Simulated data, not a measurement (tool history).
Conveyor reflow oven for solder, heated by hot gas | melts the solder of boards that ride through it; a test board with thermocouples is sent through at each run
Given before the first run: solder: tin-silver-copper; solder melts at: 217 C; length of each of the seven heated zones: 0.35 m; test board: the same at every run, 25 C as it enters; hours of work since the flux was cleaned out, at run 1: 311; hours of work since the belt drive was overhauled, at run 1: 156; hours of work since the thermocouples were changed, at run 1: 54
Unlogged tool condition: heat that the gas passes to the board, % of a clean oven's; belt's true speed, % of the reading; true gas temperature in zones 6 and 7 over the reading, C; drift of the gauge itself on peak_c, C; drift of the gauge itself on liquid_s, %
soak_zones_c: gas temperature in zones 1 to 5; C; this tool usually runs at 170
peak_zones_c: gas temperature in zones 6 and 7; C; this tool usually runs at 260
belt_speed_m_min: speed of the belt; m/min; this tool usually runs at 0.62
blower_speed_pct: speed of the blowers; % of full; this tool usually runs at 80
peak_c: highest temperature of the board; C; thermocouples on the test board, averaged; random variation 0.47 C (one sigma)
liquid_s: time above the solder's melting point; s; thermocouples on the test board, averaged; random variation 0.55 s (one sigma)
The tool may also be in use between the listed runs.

run   hour  soak_zones_c  peak_zones_c  belt_speed_m_min  blower_speed_pct  hours of work since the flux was cleaned out  hours of work since the belt drive was overhauled  hours of work since the thermocouples were changed  peak_c  liquid_s
  1      0           170           260              0.62                80                                           311                                                156                                                  54   245.7      44.8
  2   15.7           170           260              0.62                80                                           322                                                168                                                  66   245.5        44
  3   31.7           170           260              0.62                80                                           334                                                180                                                  77   245.9      45.6
      45.2  -- flux residue cleaned out of gas plates and filters
  4     61           160           260              0.62                80                                            12                                                197                                                  95   246.4      44.4
  5   76.6           160           260              0.62                80                                            23                                                209                                                 107     247      43.4
  6   95.9           170           260              0.62                80                                            37                                                223                                                 121   247.6        49
  7  117.3           170           260              0.62                80                                            53                                                239                                                 136   247.2      46.9
  8  132.1           170           260              0.62                80                                            64                                                250                                                 147   247.2      48.2
  9  144.9           170           260              0.62                80                                            73                                                259                                                 157   247.9        48
 10  155.8           170           260              0.62                80                                            81                                                267                                                 165   247.6      48.6
 11  180.6           170           260              0.62                80                                            99                                                285                                                 183   247.8        48
 12  193.7           170           260              0.62                80                                           109                                                295                                                 193   247.7        47
 13  212.6           170           260              0.62                80                                           123                                                309                                                 206   247.1      46.7
 14  237.1           170           260              0.62                80                                           141                                                327                                                 224     247      47.2
 15  261.1           170           260             0.609                80                                           158                                                344                                                 242   246.7      47.7
 16  281.7           170           260              0.62                82                                           174                                                359                                                 257   246.7      48.2
 17    302           170           260              0.62                82                                           188                                                374                                                 272   247.1      47.3
 18  321.2           174           260             0.707                80                                           203                                                388                                                 286   243.4      37.7
 19  343.5           170           248              0.62                57                                           219                                                405                                                 302   229.6        25
 20  362.4           170           260             0.729                80                                           233                                                419                                                 316   240.7      33.9
 21  388.2           184           257             0.567                75                                           252                                                438                                                 335   246.1      56.2
 22  401.7           170           262             0.558                80                                           262                                                447                                                 345   250.1      54.9
 23  412.5           170           258             0.558                79                                           270                                                455                                                 353   246.7      52.6
 24  435.9           170           262             0.722                79                                           287                                                473                                                 370     242      35.1
 25  458.7           178           262             0.648                79                                           303                                                489                                                 387   246.9      46.7
 26  475.9           178           262             0.648                79                                           316                                                502                                                 400   247.8      46.9
 27  496.9           179           256             0.622                69                                           331                                                517                                                 415     240      43.8
     515.5  -- flux residue cleaned out of gas plates and filters
 28  520.2           179           256             0.622                69                                             3                                                531                                                 428   242.6      46.3
 29  536.8           169           273             0.538                59                                            16                                                543                                                 441   257.4      61.1
 30  548.7           169           273             0.538                59                                            24                                                552                                                 449     257        61
 31    565           169           273             0.538                59                                            36                                                564                                                 461   256.7        61

Each row is a separate what-if for the run after 31, all from the same tool condition, not one after another. Results?
  A   586           164           271              0.62                51                                            52                                                579                                                 477       ?         ?
  B   586           170           269              0.62                80                                            52                                                579                                                 477       ?         ?
  C   586           169           273             0.687                59                                            52                                                579                                                 477       ?         ?
  D   586           170           259              0.62                80                                            52                                                579                                                 477       ?         ?

run  peak_c  liquid_s
  A   244.8        40
  B   255.1      53.6
  C   247.2      40.1
  D   246.7      47.7
Stripped of hidden state, with their random variation kept, the same runs would have yielded:
run  peak_c  liquid_s
  A     245      39.7
  B   255.5      53.2
  C   247.5      39.8
  D   247.1      47.5
